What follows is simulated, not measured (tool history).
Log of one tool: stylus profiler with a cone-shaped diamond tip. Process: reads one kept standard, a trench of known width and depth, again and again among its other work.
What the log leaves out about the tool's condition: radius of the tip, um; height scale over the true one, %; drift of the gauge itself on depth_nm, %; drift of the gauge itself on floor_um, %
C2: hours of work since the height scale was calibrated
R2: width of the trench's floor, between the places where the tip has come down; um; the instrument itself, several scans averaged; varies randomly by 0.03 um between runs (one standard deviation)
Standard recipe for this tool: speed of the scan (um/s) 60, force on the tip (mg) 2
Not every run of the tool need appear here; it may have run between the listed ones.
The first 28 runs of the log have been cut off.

Run 29, hour 808: usual settings but speed of the scan (um/s) 16, force on the tip (mg) 1.1; scans with this tip 3911; C2 423. Result: depth of the trench (nm) 201.36, R2 97.12 um.
Run 30, hour 827.4: usual settings but speed of the scan (um/s) 82, force on the tip (mg) 1.91; scans with this tip 3985; C2 431. Result: depth of the trench (nm) 202, R2 96.83 um.
Run 31, hour 855.8: usual settings but speed of the scan (um/s) 82, force on the tip (mg) 1.91; scans with this tip 4094; C2 443. Result: depth of the trench (nm) 202.08, R2 96.82 um.
Run 32, hour 878.1: usual settings but speed of the scan (um/s) 82, force on the tip (mg) 1.91; scans with this tip 4179; C2 452. Result: depth of the trench (nm) 201.96, R2 96.86 um.
Run 33, hour 906.2: usual settings but speed of the scan (um/s) 40, force on the tip (mg) 4.85; scans with this tip 4287; C2 464. Result: depth of the trench (nm) 203.78, R2 97.06 um.
Run 34, hour 934.6: usual settings but speed of the scan (um/s) 34, force on the tip (mg) 2.81; scans with this tip 4395; C2 476. Result: depth of the trench (nm) 202.77, R2 97.07 um.
Run 35, hour 951.2: usual settings but speed of the scan (um/s) 30, force on the tip (mg) 1.54; scans with this tip 4459; C2 483. Result: depth of the trench (nm) 201.7, R2 97.06 um.
Run 36, hour 984.9: usual settings but speed of the scan (um/s) 30, force on the tip (mg) 1.54; scans with this tip 4588; C2 496. Result: depth of the trench (nm) 201.81, R2 97.07 um.
Run 37, hour 1016.2: usual settings but force on the tip (mg) 1.33; scans with this tip 4708; C2 509. Result: depth of the trench (nm) 201.61, R2 96.9 um.
Run 38, hour 1052.6: usual settings but speed of the scan (um/s) 171, force on the tip (mg) 0.84; scans with this tip 4847; C2 525. Result: depth of the trench (nm) 201.23, R2 96.05 um.
Run 39, hour 1071.8: usual settings but speed of the scan (um/s) 85, force on the tip (mg) 1.29; scans with this tip 4920; C2 532. Result: depth of the trench (nm) 201.6, R2 96.71 um.
Run 40, hour 1104.1: usual settings but speed of the scan (um/s) 85, force on the tip (mg) 1.29; scans with this tip 5044; C2 546. Result: depth of the trench (nm) 201.46, R2 96.7 um.
Run 41, hour 1143.3: usual settings but speed of the scan (um/s) 85, force on the tip (mg) 1.29; scans with this tip 5194; C2 562. Result: depth of the trench (nm) 201.49, R2 96.73 um.

Here are 5 independent what-if runs from the current tool condition. What would each one return?
Run A, hour 1175.6: usual settings but speed of the scan (um/s) 179, force on the tip (mg) 4.53; scans with this tip 5318; C2 575. Result: depth of the trench (nm) ?, R2 ?.
Run B, hour 1175.6: usual settings but speed of the scan (um/s) 47, force on the tip (mg) 0.94; scans with this tip 5318; C2 575. Result: depth of the trench (nm) ?, R2 ?.
Run C, hour 1175.6: usual settings but speed of the scan (um/s) 25, force on the tip (mg) 5.75; scans with this tip 5318; C2 575. Result: depth of the trench (nm) ?, R2 ?.
Run D, hour 1175.6: usual settings but speed of the scan (um/s) 49, force on the tip (mg) 2.01; scans with this tip 5318; C2 575. Result: depth of the trench (nm) ?, R2 ?.
Run E, hour 1175.6: usual settings but speed of the scan (um/s) 70, force on the tip (mg) 4.21; scans with this tip 5318; C2 575. Result: depth of the trench (nm) ?, R2 ?.

run  depth of the trench (nm)     R2
  A                    203.59  96.65
  B                    201.22  96.84
  C                    204.15  97.08
  D                    202.11     97
  E                    203.45  96.96
What these runs would have given with no unlogged condition in the tool:
run  depth of the trench (nm)     R2
  A                    203.59  96.66
  B                    201.22  96.85
  C                    204.15  97.09
  D                    202.11  97.01
  E                    203.45  96.97

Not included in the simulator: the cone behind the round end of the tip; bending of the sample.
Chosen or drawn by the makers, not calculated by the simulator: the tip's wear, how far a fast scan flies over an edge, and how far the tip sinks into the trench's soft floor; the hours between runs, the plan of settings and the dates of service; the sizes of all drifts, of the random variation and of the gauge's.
